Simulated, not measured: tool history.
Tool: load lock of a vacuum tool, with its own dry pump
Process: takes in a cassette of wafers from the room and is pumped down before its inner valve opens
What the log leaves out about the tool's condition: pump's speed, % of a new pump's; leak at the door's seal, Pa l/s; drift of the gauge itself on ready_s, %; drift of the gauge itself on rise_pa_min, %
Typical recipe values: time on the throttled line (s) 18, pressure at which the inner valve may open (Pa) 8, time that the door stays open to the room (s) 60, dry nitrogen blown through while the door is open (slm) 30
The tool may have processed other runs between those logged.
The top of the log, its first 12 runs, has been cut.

| run | hour | time on the throttled line (s) | pressure at which the inner valve may open (Pa) | time that the door stays open to the room (s) | dry nitrogen blown through while the door is open (slm) | hours that the pump has run since its overhaul | times that the door has closed on its seal | incoming humidity of the room's air, % | time from the closed door until the inner valve may open (s) | rise of the pressure with all valves shut (Pa/min) |
|---|---|---|---|---|---|---|---|---|---|---|
| 13 | 5421.9 | 18 | 8 | 60 | 6 | 4276 | 27184 | 43.1 | 29.8 | 0.058 |
| 14 | 6015.2 | 18 | 8 | 60 | 30 | 4870 | 28860 | 46 | 30.2 | 0.044 |
| 15 | 6395.6 | 18 | 8 | 60 | 30 | 5250 | 29934 | 43.1 | 30 | 0.04 |
| 16 | 6708.2 | 18 | 8 | 60 | 30 | 5563 | 30817 | 43.4 | 29.7 | 0.034 |
| 17 | 7366 | 18 | 8 | 60 | 30 | 6220 | 32674 | 46.7 | 30.1 | 0.042 |
| 18 | 7880.7 | 18 | 6 | 60 | 30 | 6735 | 34127 | 43.5 | 30.1 | 0.036 |
| 19 | 8313.1 | 21 | 15 | 183 | 13 | 7168 | 35348 | 43.7 | 31.5 | 0.07 |
| 20 | 8587.3 | 21 | 15 | 183 | 13 | 7442 | 36122 | 46 | 31.4 | 0.069 |
| 21 | 9151.8 | 12 | 8 | 73 | 30 | 8006 | 37716 | 45.2 | 25.1 | 0.04 |
| 22 | 9689.9 | 9 | 8 | 60 | 18 | 8544 | 39235 | 45.9 | 22.8 | 0.049 |
| 23 | 10150.2 | 11 | 8 | 110 | 21 | 9005 | 40535 | 42.1 | 24.3 | 0.051 |
| 24 | 10568 | 18 | 10 | 60 | 6 | 9422 | 41715 | 46.7 | 29.4 | 0.061 |
| 25 | 10860.3 | 18 | 10 | 47 | 6 | 9715 | 42540 | 44.3 | 29.4 | 0.054 |
| 26 | 11412.4 | 18 | 9 | 60 | 6 | 10267 | 44099 | 47.1 | 29.4 | 0.063 |
| 27 | 11954.6 | 18 | 7 | 60 | 6 | 10809 | 45630 | 44.1 | 30.7 | 0.062 |
| 28 | 12461.7 | 18 | 7 | 60 | 6 | 11316 | 47062 | 45 | 30.6 | 0.062 |
| 29 | 13119.5 | 18 | 7 | 60 | 6 | 11974 | 48919 | 44.8 | 30.3 | 0.06 |

The next listed run, before its measurement:
| 30 | 13604.2 | 18 | 7 | 60 | 6 | 12459 | 50288 | 44.2 | ? | ? |

time from the closed door until the inner valve may open (s): 30.1
rise of the pressure with all valves shut (Pa/min): 0.058
Were there no unlogged condition in the tool, this run, its random variation unchanged, would have produced time from the closed door until the inner valve may open (s) 30.1, rise of the pressure with all valves shut (Pa/min) 0.057.
